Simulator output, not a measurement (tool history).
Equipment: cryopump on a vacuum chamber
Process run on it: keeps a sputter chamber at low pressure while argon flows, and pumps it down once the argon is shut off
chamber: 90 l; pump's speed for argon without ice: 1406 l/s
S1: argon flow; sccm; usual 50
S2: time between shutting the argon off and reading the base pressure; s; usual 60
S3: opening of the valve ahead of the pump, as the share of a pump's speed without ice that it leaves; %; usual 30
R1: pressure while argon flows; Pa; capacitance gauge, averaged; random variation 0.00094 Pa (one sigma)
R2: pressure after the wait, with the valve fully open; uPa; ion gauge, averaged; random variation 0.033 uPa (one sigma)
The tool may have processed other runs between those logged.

run 1 hour=0 | S1=50 S2=60 S3=30 | R1=0.2067 R2=1.93
run 2 hour=41.5 | S1=50 S2=60 S3=30 | R1=0.2096 R2=1.91
run 3 hour=114.3 | S1=50 S2=24 S3=30 | R1=0.2151 R2=4.17
run 4 hour=154.2 | S1=50 S2=24 S3=30 | R1=0.2157 R2=4.2
run 5 hour=201.6 | S1=79 S2=60 S3=30 | R1=0.352 R2=2.04
run 6 hour=284.9 | S1=79 S2=60 S3=30 | R1=0.3228 R2=1.91
run 7 hour=321.2 | S1=79 S2=60 S3=30 | R1=0.3228 R2=1.9
run 8 hour=396.8 | S1=50 S2=60 S3=30 | R1=0.2076 R2=1.96
run 9 hour=473.6 | S1=50 S2=60 S3=30 | R1=0.2117 R2=1.93
run 10 hour=530.4 | S1=50 S2=60 S3=30 | R1=0.2167 R2=2.04
run 11 hour=616.6 | S1=50 S2=60 S3=30 | R1=0.2227 R2=2.07
run 12 hour=673.8 | S1=50 S2=30 S3=30 | R1=0.2284 R2=3.76
run 13 hour=757.6 | S1=50 S2=30 S3=30 | R1=0.2042 R2=3.49
run 14 hour=842.1 | S1=50 S2=30 S3=30 | R1=0.2073 R2=3.54
run 15 hour=888.8 | S1=50 S2=60 S3=30 | R1=0.2099 R2=2.07
run 16 hour=944.7 | S1=50 S2=60 S3=30 | R1=0.2173 R2=2.07
run 17 hour=999.3 | S1=61 S2=60 S3=30 | R1=0.2699 R2=2.04
run 18 hour=1052.4 | S1=68 S2=27 S3=47 | R1=0.2077 R2=3.93
run 19 hour=1112 | S1=68 S2=27 S3=47 | R1=0.1752 R2=3.49
run 20 hour=1191.3 | S1=68 S2=27 S3=47 | R1=0.1814 R2=3.65
run 21 hour=1257.8 | S1=68 S2=151 S3=23 | R1=0.3703 R2=0.94
run 22 hour=1332.6 | S1=68 S2=151 S3=23 | R1=0.3737 R2=0.95
run 23 hour=1403.4 | S1=26 S2=165 S3=52 | R1=0.0711 R2=0.93
run 24 hour=1451.8 | S1=20 S2=165 S3=26 | R1=0.1024 R2=0.98
run 25 hour=1509.8 | S1=29 S2=77 S3=30 | R1=0.1352 R2=1.63
run 26 hour=1578.7 | S1=29 S2=77 S3=30 | R1=0.1174 R2=1.5
run 27 hour=1639 | S1=21 S2=60 S3=30 | R1=0.0877 R2=1.86
run 28 hour=1724.4 | S1=26 S2=105 S3=52 | R1=0.0664 R2=1.23
run 29 hour=1771.4 | S1=50 S2=60 S3=39 | R1=0.1706 R2=1.92
run 30 hour=1836.6 | S1=50 S2=60 S3=39 | R1=0.1754 R2=1.92
run 31 hour=1909.6 | S1=50 S2=60 S3=39 | R1=0.1803 R2=2
run 32 hour=1971.7 | S1=50 S2=218 S3=24 | R1=0.2536 R2=0.75
run 33 hour=2024.7 | S1=31 S2=60 S3=15 | R1=0.2529 R2=1.98
run 34 hour=2109.1 | S1=21 S2=60 S3=30 | R1=0.0875 R2=1.93

Taken out of this log: 6 entries between the listed runs. Where each belongs, and how the hidden state differs across it:
From run 5 to run 6: pump warmed up, emptied and cooled again (hour 264.7)
  pump's speed, % of a pump's without ice: 74.5 -> 98.3; cold plate's temperature, K: 12.24 -> 12.26; leak into the chamber, uPa l/s: 509 -> 521
  measured value less the no-hidden-state value, R1: +0.0334 -> +0.0022 Pa; R2: +0.28 -> +0.17 uPa
From run 12 to run 13: pump warmed up, emptied and cooled again (hour 682.9)
  pump's speed, % of a pump's without ice: 68.4 -> 94; cold plate's temperature, K: 12.35 -> 12.37; leak into the chamber, uPa l/s: 578 -> 590
  measured value less the no-hidden-state value, R1: +0.0284 -> +0.0044 Pa; R2: +0.4 -> +0.24 uPa
From run 18 to run 19: pump warmed up, emptied and cooled again (hour 1100.7); leaking fittings of the chamber tightened, without venting (hour 1102.7)
  pump's speed, % of a pump's without ice: 71.7 -> 99.1; cold plate's temperature, K: 12.44 -> 12.46; leak into the chamber, uPa l/s: 635 -> 348
  measured value less the no-hidden-state value, R1: +0.0333 -> +0.0015 Pa; R2: +0.41 -> +0.04 uPa
From run 25 to run 26: pump warmed up, emptied and cooled again (hour 1519.8)
  pump's speed, % of a pump's without ice: 66.1 -> 95.5; cold plate's temperature, K: 12.56 -> 12.57; leak into the chamber, uPa l/s: 409 -> 418
  measured value less the no-hidden-state value, R1: +0.0186 -> +0.002 Pa; R2: +0.24 -> +0.1 uPa
From run 31 to run 32: pump warmed up, emptied and cooled again (hour 1938.2)
  pump's speed, % of a pump's without ice: 70.4 -> 96.6; cold plate's temperature, K: 12.65 -> 12.67; leak into the chamber, uPa l/s: 470 -> 478
  measured value less the no-hidden-state value, R1: +0.0263 -> +0.003 Pa; R2: +0.26 -> +0.14 uPa
